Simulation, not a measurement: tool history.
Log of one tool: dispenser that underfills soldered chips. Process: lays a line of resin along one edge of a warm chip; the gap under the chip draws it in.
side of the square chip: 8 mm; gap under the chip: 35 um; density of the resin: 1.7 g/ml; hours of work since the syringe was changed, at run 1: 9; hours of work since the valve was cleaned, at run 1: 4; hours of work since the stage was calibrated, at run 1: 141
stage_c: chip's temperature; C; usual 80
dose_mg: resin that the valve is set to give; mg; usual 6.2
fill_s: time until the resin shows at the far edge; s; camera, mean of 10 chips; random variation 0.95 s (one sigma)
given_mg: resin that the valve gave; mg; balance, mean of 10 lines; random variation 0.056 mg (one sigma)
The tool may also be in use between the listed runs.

run,hour,stage_c,dose_mg,hours of work since the syringe was changed,hours of work since the valve was cleaned,hours of work since the stage was calibrated,fill_s,given_mg
1,0,80,6.2,9,4,141,115.9,6.13
# hour 3.4: new syringe of resin
2,4.6,80,6.2,1,7,144,89.1,6.26
3,7.7,77,6.2,3,9,146,103.3,6.2
4,14.1,77,6.2,8,13,150,120.2,6.19
5,17.5,77,6.2,10,16,153,129.6,6.13
# hour 19.8: new syringe of resin
6,23.6,77,6.2,3,20,157,105.3,6.06
7,28.7,80,7.88,6,23,160,106.2,7.79
8,33,80,5.77,9,26,163,116.2,5.58
# hour 36.6: new syringe of resin
9,39.7,80,5.77,2,31,168,95,5.55
10,47.4,80,5.77,8,36,173,110.3,5.59
# hour 53.5: new syringe of resin
11,54.8,80,6.2,1,41,178,89.2,5.96
12,60.3,80,6.2,5,45,182,98.9,5.8
13,63.5,80,5.91,7,47,184,108,5.67
# hour 70: new syringe of resin
14,71.3,80,6.2,1,53,190,89.1,5.89
15,78.8,80,6.2,6,58,195,107.1,5.87
16,86.1,80,6.2,11,63,200,123.1,5.79
# hour 87: new syringe of resin
17,89.7,91,5.96,2,65,202,68.6,5.65
18,95.6,86,5.94,6,69,206,91.2,5.54
19,100.4,85,5.86,9,73,210,104.4,5.47
# hour 103.6: new syringe of resin
20,107.2,85,5.86,2,77,214,82.2,5.49
21,110.9,84,6.17,5,80,217,91.9,5.67
22,114.6,82,6.79,8,83,219,104.2,6.43
# hour 120.1: new syringe of resin
23,120.1,82,6.79,0,86,223,82.2,6.31
24,125.8,85,6.2,4,90,227,85.8,5.69
25,131.2,72,5.81,8,94,231,142.1,5.43
26,135.3,90,7.08,11,97,234,90.3,6.5
# hour 136.7: new syringe of resin
27,142.1,79,7.6,4,101,238,100.6,6.97
28,147.3,75,7.45,7,105,242,127.2,6.69
# hour 153.2: new syringe of resin
29,155.2,71,7.45,1,110,247,118.8,6.67
30,162,70,5.32,6,115,252,145.4,4.74

Forecast each of these 4 alternatives for the next run:
A,166.5,94,7.84,9,118,255,?,?
B,166.5,70,5.3,9,118,255,?,?
C,166.5,92,6.8,9,118,255,?,?
D,166.5,88,7.99,9,118,255,?,?

run,fill_s,given_mg
A,78.7,7.04
B,163.7,4.73
C,82.4,6.08
D,90.1,7.12
Without the tool's hidden state the same runs would have given:
run,fill_s,given_mg
A,61.4,7.86
B,124.9,5.3
C,64,6.8
D,70.4,7.97
